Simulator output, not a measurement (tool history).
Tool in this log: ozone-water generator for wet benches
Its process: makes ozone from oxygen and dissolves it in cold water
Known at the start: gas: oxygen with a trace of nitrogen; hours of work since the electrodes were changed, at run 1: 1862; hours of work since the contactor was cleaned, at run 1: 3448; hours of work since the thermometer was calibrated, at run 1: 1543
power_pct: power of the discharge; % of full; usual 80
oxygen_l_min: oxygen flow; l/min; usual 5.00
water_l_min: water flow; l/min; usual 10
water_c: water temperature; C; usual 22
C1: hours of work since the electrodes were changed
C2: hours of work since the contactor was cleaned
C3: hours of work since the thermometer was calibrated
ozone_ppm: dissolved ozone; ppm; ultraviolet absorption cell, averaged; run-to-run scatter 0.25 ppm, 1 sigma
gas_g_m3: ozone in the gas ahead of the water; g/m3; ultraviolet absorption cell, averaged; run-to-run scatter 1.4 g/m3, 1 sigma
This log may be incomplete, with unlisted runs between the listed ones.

{"run": 1, "day": 0.0, "power_pct": 80, "oxygen_l_min": 5.0, "water_l_min": 10, "water_c": 22, "C1": 1862, "C2": 3448, "C3": 1543, "ozone_ppm": 35.0, "gas_g_m3": 248.3}
{"run": 2, "day": 2.183, "power_pct": 67, "oxygen_l_min": 5.0, "water_l_min": 10, "water_c": 22, "C1": 1898, "C2": 3484, "C3": 1580, "ozone_ppm": 29.7, "gas_g_m3": 216.3}
{"run": 3, "day": 4.888, "power_pct": 67, "oxygen_l_min": 5.0, "water_l_min": 10, "water_c": 27, "C1": 1943, "C2": 3529, "C3": 1624, "ozone_ppm": 26.7, "gas_g_m3": 214.8}
{"run": 4, "day": 7.6, "power_pct": 67, "oxygen_l_min": 5.0, "water_l_min": 10, "water_c": 27, "C1": 1988, "C2": 3574, "C3": 1669, "ozone_ppm": 27.0, "gas_g_m3": 213.8}
{"run": 5, "day": 10.683, "power_pct": 67, "oxygen_l_min": 5.0, "water_l_min": 10, "water_c": 27, "C1": 2039, "C2": 3625, "C3": 1720, "ozone_ppm": 26.8, "gas_g_m3": 212.7}
{"run": 6, "day": 14.075, "power_pct": 80, "oxygen_l_min": 5.0, "water_l_min": 10, "water_c": 22, "C1": 2095, "C2": 3681, "C3": 1776, "ozone_ppm": 34.3, "gas_g_m3": 249.3}
{"run": 7, "day": 16.121, "power_pct": 80, "oxygen_l_min": 5.0, "water_l_min": 10, "water_c": 22, "C1": 2129, "C2": 3715, "C3": 1810, "ozone_ppm": 34.2, "gas_g_m3": 250.0}
{"run": 8, "day": 19.058, "power_pct": 80, "oxygen_l_min": 5.0, "water_l_min": 10, "water_c": 22, "C1": 2177, "C2": 3763, "C3": 1859, "ozone_ppm": 33.6, "gas_g_m3": 247.1}
{"run": 9, "day": 21.954, "power_pct": 80, "oxygen_l_min": 3.2, "water_l_min": 10, "water_c": 22, "C1": 2225, "C2": 3811, "C3": 1907, "ozone_ppm": 37.0, "gas_g_m3": 322.7}
{"run": 10, "day": 25.246, "power_pct": 80, "oxygen_l_min": 3.2, "water_l_min": 10, "water_c": 22, "C1": 2280, "C2": 3866, "C3": 1961, "ozone_ppm": 36.6, "gas_g_m3": 321.7}
{"run": 11, "day": 28.129, "power_pct": 80, "oxygen_l_min": 3.2, "water_l_min": 10, "water_c": 22, "C1": 2328, "C2": 3913, "C3": 2009, "ozone_ppm": 37.1, "gas_g_m3": 322.0}
{"run": 12, "day": 30.358, "power_pct": 80, "oxygen_l_min": 5.0, "water_l_min": 10, "water_c": 25, "C1": 2364, "C2": 3950, "C3": 2046, "ozone_ppm": 32.2, "gas_g_m3": 246.4}
{"run": 13, "day": 32.025, "power_pct": 80, "oxygen_l_min": 5.0, "water_l_min": 10, "water_c": 25, "C1": 2392, "C2": 3978, "C3": 2074, "ozone_ppm": 31.9, "gas_g_m3": 246.9}
{"run": 14, "day": 34.358, "power_pct": 80, "oxygen_l_min": 5.0, "water_l_min": 10, "water_c": 25, "C1": 2431, "C2": 4017, "C3": 2112, "ozone_ppm": 32.1, "gas_g_m3": 247.4}
{"run": 15, "day": 37.729, "power_pct": 80, "oxygen_l_min": 5.0, "water_l_min": 10, "water_c": 22, "C1": 2486, "C2": 4072, "C3": 2168, "ozone_ppm": 33.8, "gas_g_m3": 245.4}
{"run": 16, "day": 40.379, "power_pct": 80, "oxygen_l_min": 5.0, "water_l_min": 10, "water_c": 22, "C1": 2530, "C2": 4116, "C3": 2212, "ozone_ppm": 34.0, "gas_g_m3": 245.1}
{"run": 17, "day": 42.388, "power_pct": 80, "oxygen_l_min": 5.69, "water_l_min": 7, "water_c": 22, "C1": 2564, "C2": 4149, "C3": 2245, "ozone_ppm": 39.7, "gas_g_m3": 224.8}
{"run": 18, "day": 43.867, "power_pct": 80, "oxygen_l_min": 5.0, "water_l_min": 7, "water_c": 22, "C1": 2588, "C2": 4174, "C3": 2270, "ozone_ppm": 41.3, "gas_g_m3": 242.3}
{"run": 19, "day": 46.692, "power_pct": 80, "oxygen_l_min": 5.0, "water_l_min": 7, "water_c": 22, "C1": 2635, "C2": 4221, "C3": 2317, "ozone_ppm": 41.4, "gas_g_m3": 243.4}
{"run": 20, "day": 49.796, "power_pct": 80, "oxygen_l_min": 2.82, "water_l_min": 7, "water_c": 22, "C1": 2686, "C2": 4272, "C3": 2368, "ozone_ppm": 47.9, "gas_g_m3": 341.5}
{"run": 21, "day": 51.983, "power_pct": 48, "oxygen_l_min": 7.62, "water_l_min": 13, "water_c": 22, "C1": 2722, "C2": 4308, "C3": 2404, "ozone_ppm": 16.6, "gas_g_m3": 124.0}
{"day": 52.446, "done": "contactor cleaned"}
{"run": 22, "day": 54.775, "power_pct": 48, "oxygen_l_min": 7.62, "water_l_min": 13, "water_c": 22, "C1": 2766, "C2": 39, "C3": 2448, "ozone_ppm": 16.3, "gas_g_m3": 125.4}
{"run": 23, "day": 57.133, "power_pct": 48, "oxygen_l_min": 7.62, "water_l_min": 13, "water_c": 22, "C1": 2805, "C2": 78, "C3": 2487, "ozone_ppm": 16.0, "gas_g_m3": 125.0}
{"run": 24, "day": 59.179, "power_pct": 80, "oxygen_l_min": 2.78, "water_l_min": 10, "water_c": 20, "C1": 2839, "C2": 111, "C3": 2520, "ozone_ppm": 37.8, "gas_g_m3": 343.6}
{"run": 25, "day": 61.188, "power_pct": 90, "oxygen_l_min": 8.04, "water_l_min": 15, "water_c": 22, "C1": 2872, "C2": 145, "C3": 2554, "ozone_ppm": 24.1, "gas_g_m3": 202.0}
{"run": 26, "day": 63.367, "power_pct": 80, "oxygen_l_min": 6.0, "water_l_min": 10, "water_c": 22, "C1": 2908, "C2": 181, "C3": 2590, "ozone_ppm": 31.0, "gas_g_m3": 219.9}
{"run": 27, "day": 66.05, "power_pct": 80, "oxygen_l_min": 6.0, "water_l_min": 10, "water_c": 22, "C1": 2953, "C2": 225, "C3": 2634, "ozone_ppm": 31.5, "gas_g_m3": 216.4}
{"run": 28, "day": 68.208, "power_pct": 50, "oxygen_l_min": 2.9, "water_l_min": 13, "water_c": 28, "C1": 2988, "C2": 261, "C3": 2670, "ozone_ppm": 18.0, "gas_g_m3": 226.7}
{"run": 29, "day": 71.629, "power_pct": 80, "oxygen_l_min": 2.51, "water_l_min": 12, "water_c": 25, "C1": 3045, "C2": 318, "C3": 2727, "ozone_ppm": 29.7, "gas_g_m3": 362.2}
{"day": 72.042, "done": "contactor cleaned, once more"}
{"run": 30, "day": 74.7, "power_pct": 80, "oxygen_l_min": 5.0, "water_l_min": 14, "water_c": 22, "C1": 3093, "C2": 44, "C3": 2775, "ozone_ppm": 27.0, "gas_g_m3": 240.9}
{"run": 31, "day": 77.608, "power_pct": 80, "oxygen_l_min": 3.63, "water_l_min": 10, "water_c": 19, "C1": 3141, "C2": 92, "C3": 2823, "ozone_ppm": 38.2, "gas_g_m3": 291.9}
{"run": 32, "day": 79.388, "power_pct": 80, "oxygen_l_min": 4.75, "water_l_min": 10, "water_c": 19, "C1": 3171, "C2": 122, "C3": 2852, "ozone_ppm": 36.6, "gas_g_m3": 248.0}

Each row is a separate what-if for the run after 32, all from the same tool condition, not one after another. Results?
{"run": "A", "day": 81.117, "power_pct": 82, "oxygen_l_min": 3.0, "water_l_min": 10, "water_c": 22, "C1": 3199, "C2": 150, "C3": 2881, "ozone_ppm": "?", "gas_g_m3": "?"}
{"run": "B", "day": 81.117, "power_pct": 80, "oxygen_l_min": 3.55, "water_l_min": 14, "water_c": 17, "C1": 3199, "C2": 150, "C3": 2881, "ozone_ppm": "?", "gas_g_m3": "?"}
{"run": "C", "day": 81.117, "power_pct": 61, "oxygen_l_min": 7.78, "water_l_min": 10, "water_c": 14, "C1": 3199, "C2": 150, "C3": 2881, "ozone_ppm": "?", "gas_g_m3": "?"}
{"run": "D", "day": 81.117, "power_pct": 69, "oxygen_l_min": 4.48, "water_l_min": 10, "water_c": 25, "C1": 3199, "C2": 150, "C3": 2881, "ozone_ppm": "?", "gas_g_m3": "?"}
{"run": "E", "day": 81.117, "power_pct": 80, "oxygen_l_min": 5.0, "water_l_min": 16, "water_c": 22, "C1": 3199, "C2": 150, "C3": 2881, "ozone_ppm": "?", "gas_g_m3": "?"}

run=A ozone_ppm=38.2 gas_g_m3=332.2
run=B ozone_ppm=29.9 gas_g_m3=294.6
run=C ozone_ppm=29.1 gas_g_m3=148.9
run=D ozone_ppm=29.2 gas_g_m3=228.1
run=E ozone_ppm=24.0 gas_g_m3=239.3
What these runs would have given with no unlogged condition in the tool:
run=A ozone_ppm=41.9 gas_g_m3=362.0
run=B ozone_ppm=32.8 gas_g_m3=320.4
run=C ozone_ppm=31.3 gas_g_m3=159.2
run=D ozone_ppm=31.7 gas_g_m3=245.9
run=E ozone_ppm=26.3 gas_g_m3=260.4

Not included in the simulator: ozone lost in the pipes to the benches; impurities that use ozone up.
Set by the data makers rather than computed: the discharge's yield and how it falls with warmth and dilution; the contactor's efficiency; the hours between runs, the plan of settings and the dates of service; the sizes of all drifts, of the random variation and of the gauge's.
